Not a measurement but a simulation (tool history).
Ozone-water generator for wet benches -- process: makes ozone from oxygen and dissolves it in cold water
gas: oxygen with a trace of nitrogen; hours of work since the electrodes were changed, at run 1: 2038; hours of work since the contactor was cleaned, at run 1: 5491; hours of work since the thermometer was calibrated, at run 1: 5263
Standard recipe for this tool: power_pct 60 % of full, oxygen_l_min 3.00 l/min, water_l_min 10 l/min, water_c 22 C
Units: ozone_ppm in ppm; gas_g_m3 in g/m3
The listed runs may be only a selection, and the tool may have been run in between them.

run    hour  power_pct  oxygen_l_min  water_l_min  water_c  hours of work since the electrodes were changed  hours of work since the contactor was cleaned  hours of work since the thermometer was calibrated  ozone_ppm  gas_g_m3
  1     0.0         60          3.00           10       22                                             2038                                           5491                                                5263       20.5     212.6
      135.4  -- water thermometer calibrated
  2   174.0         60          3.00           10       22                                             2191                                           5643                                                  34       20.5     211.4
  3   307.2         60          3.00           10       22                                             2308                                           5761                                                 151       20.6     211.6
  4   421.7         60          3.00           10       22                                             2409                                           5861                                                 252       20.3     210.4
  5   615.6         41          3.00           10       22                                             2580                                           6032                                                 423       14.6     149.9
  6   768.1         41          3.00           10       22                                             2714                                           6166                                                 557       14.4     150.9
  7   866.0         60          3.00            7       22                                             2800                                           6253                                                 643       26.5     208.8
  8  1060.8         60          3.00            7       22                                             2972                                           6424                                                 814       26.5     209.0
  9  1241.9         60          3.00            7       22                                             3131                                           6583                                                 974       26.2     206.4
 10  1386.9         60          3.00            7       22                                             3258                                           6711                                                1101       26.2     208.8
 11  1573.6         60          3.00           10       22                                             3423                                           6875                                                1266       19.7     208.3
 12  1768.4         42          2.50           10       22                                             3594                                           7047                                                1437       14.8     169.5
 13  1890.7         59          2.48            6       24                                             3702                                           7154                                                1545       28.1     225.2
 14  2046.7         59          2.48            6       23                                             3839                                           7292                                                1682       28.6     227.5
 15  2240.5         60          3.00            8       18                                             4010                                           7462                                                1853       25.3     205.6
 16  2333.8         60          2.60           10       22                                             4092                                           7544                                                1935       19.6     219.8

Alternative continuations, all from the tool just after run 16; predict every row:
  A  2505.0         60          4.55           14       22                                             4242                                           7695                                                2085          ?         ?
  B  2505.0         60          2.19           15       18                                             4242                                           7695                                                2085          ?         ?
  C  2505.0         81          3.00           10       29                                             4242                                           7695                                                2085          ?         ?

run  ozone_ppm  gas_g_m3
  A       13.9     160.7
  B       13.5     245.9
  C       21.9     261.9
Had the tool no hidden state, the same runs would have come out as:
run  ozone_ppm  gas_g_m3
  A       16.0     173.1
  B       15.6     264.9
  C       25.6     288.6
